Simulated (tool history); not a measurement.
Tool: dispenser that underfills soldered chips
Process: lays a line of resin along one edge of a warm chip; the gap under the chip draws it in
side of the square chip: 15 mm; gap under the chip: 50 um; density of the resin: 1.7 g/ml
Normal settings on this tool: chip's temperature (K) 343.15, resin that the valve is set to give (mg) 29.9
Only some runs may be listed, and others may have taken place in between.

run   hour  chip's temperature (K)  resin that the valve is set to give (mg)  time until the resin shows at the far edge (s)  resin that the valve gave (mg)
  1    0.0                  343.15                                      29.9                                           192.9                           29.85
  2    4.8                  343.15                                      29.9                                           219.4                           29.81
  3    8.8                  346.15                                      29.9                                           221.4                           29.67
      14.7  -- new syringe of resin
  4   16.1                  343.15                                      35.2                                           195.6                           34.96
  5   20.7                  343.15                                      35.2                                           222.0                           34.93
  6   27.9                  343.15                                      38.2                                           274.0                           37.97
      29.3  -- new syringe of resin
  7   31.5                  343.15                                      38.2                                           205.5                           37.85
  8   36.1                  343.15                                      38.2                                           231.2                           37.81
  9   39.8                  343.15                                      29.9                                           265.4                           29.60
      43.7  -- new syringe of resin
 10   46.1                  329.15                                      29.9                                           341.1                           29.59
 11   53.9                  342.15                                      29.9                                           269.3                           29.49
      58.4  -- new syringe of resin
 12   60.7                  329.15                                      29.9                                           346.0                           29.47
 13   64.8                  329.15                                      29.9                                           393.7                           29.44
 14   71.9                  329.15                                      31.5                                           474.4                           30.95
      73.1  -- new syringe of resin
 15   77.5                  348.15                                      29.9                                           184.5                           29.33
 16   82.2                  341.15                                      29.9                                           268.0                           29.26
      86.9  -- dispensing valve cleaned and set on the balance
      89.0  -- new syringe of resin
 17   90.2                  341.15                                      29.9                                           211.2                           29.87
 18   96.2                  341.15                                      29.9                                           250.3                           29.74
 19  100.9                  336.15                                      29.9                                           350.5                           29.71
     103.6  -- new syringe of resin
 20  106.8                  336.15                                      29.9                                           272.4                           29.72
 21  112.2                  336.15                                      29.9                                           318.3                           29.71
 22  117.0                  358.15                                      28.5                                           173.8                           28.30
     117.9  -- new syringe of resin
 23  123.1                  358.15                                      28.5                                           133.6                           28.20
 24  127.9                  331.15                                      25.9                                           415.8                           25.66
     132.7  -- new syringe of resin
 25  133.8                  330.15                                      25.9                                           332.2                           25.61
 26  141.6                  330.15                                      25.9                                           408.9                           25.57
 27  144.9                  335.15                                      25.9                                           379.8                           25.54
     147.3  -- new syringe of resin
 28  151.8                  335.15                                      25.9                                           303.7                           25.45
 29  155.4                  329.15                                      27.9                                           418.5                           27.46
 30  161.2                  329.15                                      27.9                                           492.9                           27.38
     162.1  -- new syringe of resin
 31  168.5                  339.15                                      26.5                                           273.1                           25.96
 32  172.5                  339.15                                      26.5                                           306.2                           25.96
     176.8  -- new syringe of resin
 33  180.1                  332.15                                      34.4                                           313.7                           33.69
 34  187.3                  328.15                                      28.1                                           465.4                           27.43
     191.1  -- new syringe of resin
 35  194.2                  351.15                                      28.8                                           163.7                           28.11

Consider 4 possible next runs. They are alternatives, not a sequence: every one starts from the tool as it was left by run 35. What does each give?
     196.4  -- dispensing valve cleaned and set on the balance
  A  198.7                  343.15                                      32.3                                               ?                               ?
     196.4  -- dispensing valve cleaned and set on the balance
  B  198.7                  339.15                                      28.6                                               ?                               ?
     196.4  -- dispensing valve cleaned and set on the balance
  C  198.7                  351.15                                      35.8                                               ?                               ?
     196.4  -- dispensing valve cleaned and set on the balance
  D  198.7                  343.15                                      38.2                                               ?                               ?

run  time until the resin shows at the far edge (s)  resin that the valve gave (mg)
  A                                           229.3                           32.24
  B                                           268.6                           28.54
  C                                           173.2                           35.74
  D                                           228.9                           38.15
Stripped of hidden state, with their random variation kept, the same runs would have yielded:
run  time until the resin shows at the far edge (s)  resin that the valve gave (mg)
  A                                           188.1                           32.27
  B                                           220.2                           28.56
  C                                           142.1                           35.78
  D                                           187.8                           38.18
